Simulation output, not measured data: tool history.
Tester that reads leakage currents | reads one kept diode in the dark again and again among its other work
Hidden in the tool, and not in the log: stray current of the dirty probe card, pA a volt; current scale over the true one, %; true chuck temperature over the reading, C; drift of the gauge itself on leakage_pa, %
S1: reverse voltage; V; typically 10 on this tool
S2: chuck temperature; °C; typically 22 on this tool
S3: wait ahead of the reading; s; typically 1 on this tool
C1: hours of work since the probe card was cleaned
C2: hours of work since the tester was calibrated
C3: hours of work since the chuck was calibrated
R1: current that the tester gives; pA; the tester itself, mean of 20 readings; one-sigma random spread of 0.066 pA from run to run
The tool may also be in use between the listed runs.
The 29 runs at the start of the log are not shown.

{"run": 30, "hour": 789.5, "S1": 5.5, "S2": 22, "S3": 1.63, "C1": 1108, "C2": 1175, "C3": 929, "R1": 15.14}
{"run": 31, "hour": 822.7, "S1": 5.5, "S2": 22, "S3": 1.63, "C1": 1126, "C2": 1193, "C3": 947, "R1": 15.09}
{"run": 32, "hour": 856.9, "S1": 12.6, "S2": 22, "S3": 1.9, "C1": 1145, "C2": 1212, "C3": 966, "R1": 28.39}
{"run": 33, "hour": 882.1, "S1": 12.6, "S2": 22, "S3": 1.9, "C1": 1158, "C2": 1225, "C3": 979, "R1": 28.51}
{"run": 34, "hour": 904.1, "S1": 2.8, "S2": 42, "S3": 4.81, "C1": 1170, "C2": 1237, "C3": 991, "R1": 39.81}
{"run": 35, "hour": 931.6, "S1": 10, "S2": 52, "S3": 1, "C1": 1185, "C2": 1252, "C3": 1006, "R1": 165.1}
{"run": 36, "hour": 964.1, "S1": 10, "S2": 52, "S3": 0.38, "C1": 1202, "C2": 1269, "C3": 1023, "R1": 168.4}
{"run": 37, "hour": 987.5, "S1": 1.2, "S2": 52, "S3": 0.38, "C1": 1215, "C2": 1282, "C3": 1036, "R1": 59.74}
{"run": 38, "hour": 1005.3, "S1": 10, "S2": 22, "S3": 8.22, "C1": 1225, "C2": 1292, "C3": 1046, "R1": 23.59}
{"run": 39, "hour": 1041.8, "S1": 3.5, "S2": 23, "S3": 1.87, "C1": 1244, "C2": 1311, "C3": 1065, "R1": 11.86}

Alternative continuations, all from the tool just after run 39; predict every row:
{"run": "A", "hour": 1063.5, "S1": 18.7, "S2": 23, "S3": 1.87, "C1": 1256, "C2": 1323, "C3": 1077, "R1": "?"}
{"run": "B", "hour": 1063.5, "S1": 6.7, "S2": 39, "S3": 1, "C1": 1256, "C2": 1323, "C3": 1077, "R1": "?"}
{"run": "C", "hour": 1063.5, "S1": 1.4, "S2": 22, "S3": 2.65, "C1": 1256, "C2": 1323, "C3": 1077, "R1": "?"}
{"run": "D", "hour": 1063.5, "S1": 1.4, "S2": 40, "S3": 0.52, "C1": 1256, "C2": 1323, "C3": 1077, "R1": "?"}
{"run": "E", "hour": 1063.5, "S1": 2.6, "S2": 58, "S3": 3.12, "C1": 1256, "C2": 1323, "C3": 1077, "R1": "?"}

run=A R1=42.11
run=B R1=51.4
run=C R1=5.98
run=D R1=24.45
run=E R1=135.51
Stripped of hidden state, with their random variation kept, the same runs would have yielded:
run=A R1=19.64
run=B R1=49.62
run=C R1=4.88
run=D R1=26.48
run=E R1=153.23
